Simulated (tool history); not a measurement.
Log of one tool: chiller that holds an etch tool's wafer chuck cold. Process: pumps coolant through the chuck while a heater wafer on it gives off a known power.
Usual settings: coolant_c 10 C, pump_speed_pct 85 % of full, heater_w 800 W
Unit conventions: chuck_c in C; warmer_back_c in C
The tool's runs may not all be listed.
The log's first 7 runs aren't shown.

| run | hour | coolant_c | pump_speed_pct | heater_w | hours since the coolant was changed and the channels were flushed | hours since the pump was overhauled | hours since the chiller's thermometer was calibrated | chuck_c | warmer_back_c |
|---|---|---|---|---|---|---|---|---|---|
| 8 | 942.0 | 10 | 85 | 800 | 1447 | 3056 | 267 | 17.4 | 3.60 |
| 9 | 1111.9 | 10 | 85 | 800 | 1617 | 3226 | 437 | 17.7 | 3.65 |
| 10 | 1200.8 | 10 | 85 | 800 | 1706 | 3315 | 526 | 18.0 | 3.67 |
| 11 | 1344.1 | 10 | 92 | 800 | 1849 | 3458 | 669 | 17.5 | 3.38 |
| 12 | 1496.7 | 10 | 92 | 800 | 2002 | 3611 | 822 | 17.5 | 3.43 |
| 13 | 1670.7 | 10 | 92 | 800 | 2176 | 3785 | 996 | 17.3 | 3.46 |
| 14 | 1761.5 | 10 | 85 | 800 | 2267 | 3876 | 1087 | 18.2 | 3.70 |
| 15 | 1864.4 | 10 | 85 | 800 | 2370 | 3978 | 1190 | 18.3 | 3.74 |
| 16 | 2029.8 | 10 | 62 | 800 | 2535 | 4144 | 1355 | 21.1 | 5.35 |
| 17 | 2155.5 | 0 | 65 | 800 | 2661 | 4270 | 1481 | 10.7 | 5.05 |
| 18 | 2239.2 | 0 | 65 | 800 | 2744 | 4353 | 1564 | 11.0 | 5.04 |
| 19 | 2319.2 | 12 | 85 | 414 | 2824 | 4433 | 1644 | 16.6 | 1.96 |
| 20 | 2489.8 | 18 | 67 | 1192 | 2995 | 4604 | 1815 | 33.7 | 7.40 |
| 21 | 2564.0 | 10 | 79 | 439 | 3069 | 4678 | 1889 | 15.3 | 2.30 |
| 22 | 2641.8 | 10 | 79 | 439 | 3147 | 4756 | 1967 | 15.4 | 2.28 |
| 23 | 2794.2 | 17 | 68 | 800 | 3299 | 4908 | 2119 | 27.8 | 4.89 |
| 24 | 2964.1 | 17 | 68 | 800 | 3469 | 5078 | 2289 | 27.7 | 4.92 |
| 25 | 3102.9 | 17 | 78 | 857 | 3608 | 5217 | 2428 | 27.3 | 4.62 |
| 26 | 3177.1 | 13 | 61 | 445 | 3682 | 5291 | 2502 | 20.1 | 3.15 |
| 27 | 3253.0 | 13 | 61 | 445 | 3758 | 5367 | 2578 | 20.0 | 3.12 |
| 28 | 3387.7 | 13 | 61 | 445 | 3893 | 5502 | 2713 | 20.1 | 3.12 |
| 29 | 3466.7 | 19 | 87 | 445 | 3972 | 5581 | 2792 | 24.3 | 2.12 |
| 30 | 3625.6 | 3 | 75 | 722 | 4131 | 5740 | 2951 | 12.5 | 4.11 |
| 31 | 3763.0 | 3 | 75 | 722 | 4268 | 5877 | 3088 | 12.6 | 4.14 |
|  | 3817.9 | coolant changed, channels flushed |
| 32 | 3906.5 | 14 | 90 | 800 | 89 | 6015 | 3226 | 22.1 | 3.72 |

3 options for the next run, each taken on its own from the tool as it stands now. Forecast them:
|  | 3973.6 | chiller's thermometer calibrated |
| A | 4010.0 | 4 | 97 | 721 | 191 | 6117 | 36 | ? | ? |
|  | 3973.6 | chiller's thermometer calibrated |
| B | 4010.0 | 10 | 90 | 867 | 191 | 6117 | 36 | ? | ? |
|  | 3973.6 | chiller's thermometer calibrated |
| C | 4010.0 | 16 | 85 | 984 | 191 | 6117 | 36 | ? | ? |

| run | chuck_c | warmer_back_c |
|---|---|---|
| A | 10.4 | 3.20 |
| B | 18.2 | 4.06 |
| C | 25.8 | 4.97 |
Stripped of hidden state, with their random variation kept, the same runs would have yielded:
| run | chuck_c | warmer_back_c |
|---|---|---|
| A | 9.4 | 2.64 |
| B | 17.0 | 3.33 |
| C | 24.3 | 4.09 |

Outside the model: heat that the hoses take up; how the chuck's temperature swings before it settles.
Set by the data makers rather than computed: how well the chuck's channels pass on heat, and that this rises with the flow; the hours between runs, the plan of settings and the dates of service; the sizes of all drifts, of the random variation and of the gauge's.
